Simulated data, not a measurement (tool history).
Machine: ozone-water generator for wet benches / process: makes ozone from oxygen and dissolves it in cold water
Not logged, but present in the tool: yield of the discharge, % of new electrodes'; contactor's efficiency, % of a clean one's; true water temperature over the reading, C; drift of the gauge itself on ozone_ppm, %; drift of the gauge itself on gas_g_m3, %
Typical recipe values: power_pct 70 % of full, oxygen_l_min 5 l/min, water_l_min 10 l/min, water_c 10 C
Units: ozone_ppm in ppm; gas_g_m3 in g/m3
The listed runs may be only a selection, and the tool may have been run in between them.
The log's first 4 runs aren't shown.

| run | hour | power_pct | oxygen_l_min | water_l_min | water_c | hours of work since the electrodes were changed | hours of work since the contactor was cleaned | hours of work since the thermometer was calibrated | ozone_ppm | gas_g_m3 |
|---|---|---|---|---|---|---|---|---|---|---|
| 5 | 601.4 | 70 | 5 | 10 | 10 | 3268 | 6611 | 808 | 28.3 | 165.6 |
| 6 | 756.4 | 70 | 5 | 10 | 10 | 3415 | 6757 | 954 | 28.3 | 162.4 |
| 7 | 902.9 | 70 | 5 | 10 | 10 | 3553 | 6896 | 1092 | 28.1 | 162.8 |
| 8 | 1033.9 | 70 | 5 | 10 | 10 | 3677 | 7020 | 1216 | 27.4 | 162.3 |
| 9 | 1161.4 | 70 | 3.37 | 10 | 10 | 3797 | 7140 | 1337 | 29.5 | 211.1 |
| 10 | 1284.3 | 70 | 3.37 | 10 | 10 | 3913 | 7256 | 1453 | 29.4 | 207.5 |
| 11 | 1484.3 | 70 | 7.34 | 10 | 10 | 4102 | 7445 | 1642 | 24.9 | 122.7 |
| 12 | 1611 | 70 | 7.34 | 10 | 10 | 4222 | 7565 | 1761 | 25.1 | 122.3 |
| 13 | 1717.2 | 70 | 5 | 10 | 10 | 4322 | 7665 | 1862 | 27.3 | 160.4 |
| 14 | 1807 | 70 | 5 | 10 | 15 | 4407 | 7750 | 1946 | 24.6 | 160.3 |
|  | 1932.2 | contactor cleaned |
| 15 | 1945.6 | 43 | 5 | 10 | 10 | 4534 | 13 | 2073 | 21.6 | 117.1 |
| 16 | 2069.5 | 43 | 5 | 10 | 10 | 4651 | 130 | 2190 | 21.7 | 116.9 |
| 17 | 2246 | 43 | 5 | 10 | 7 | 4818 | 296 | 2357 | 22.7 | 116.4 |
| 18 | 2396 | 98 | 4.86 | 9 | 15 | 4959 | 438 | 2499 | 34.5 | 195.2 |
| 19 | 2599.4 | 42 | 5.68 | 6 | 17 | 5151 | 630 | 2691 | 22.6 | 104.9 |
| 20 | 2718.9 | 62 | 7.2 | 6 | 17 | 5264 | 743 | 2804 | 25.7 | 113.2 |
| 21 | 2871.9 | 62 | 7.2 | 6 | 17 | 5409 | 888 | 2948 | 25.5 | 111.6 |
| 22 | 3065.7 | 79 | 5 | 11 | 10 | 5592 | 1070 | 3131 | 28.2 | 164.7 |
| 23 | 3287.1 | 79 | 5 | 11 | 10 | 5801 | 1280 | 3340 | 27.9 | 165.5 |
|  | 3332.1 | water thermometer calibrated |
| 24 | 3458.9 | 79 | 5 | 11 | 10 | 5963 | 1441 | 120 | 28.4 | 163.1 |

Predict the results of run 25:
| 25 | 3599.5 | 70 | 5 | 10 | 12 | 6095 | 1574 | 253 | ? | ? |

ozone_ppm: 26.5 ppm
gas_g_m3: 152.7 g/m3
With the hidden condition absent and the run-to-run variation left alone, this run would have shown ozone_ppm 31.6 ppm, gas_g_m3 179.1 g/m3.
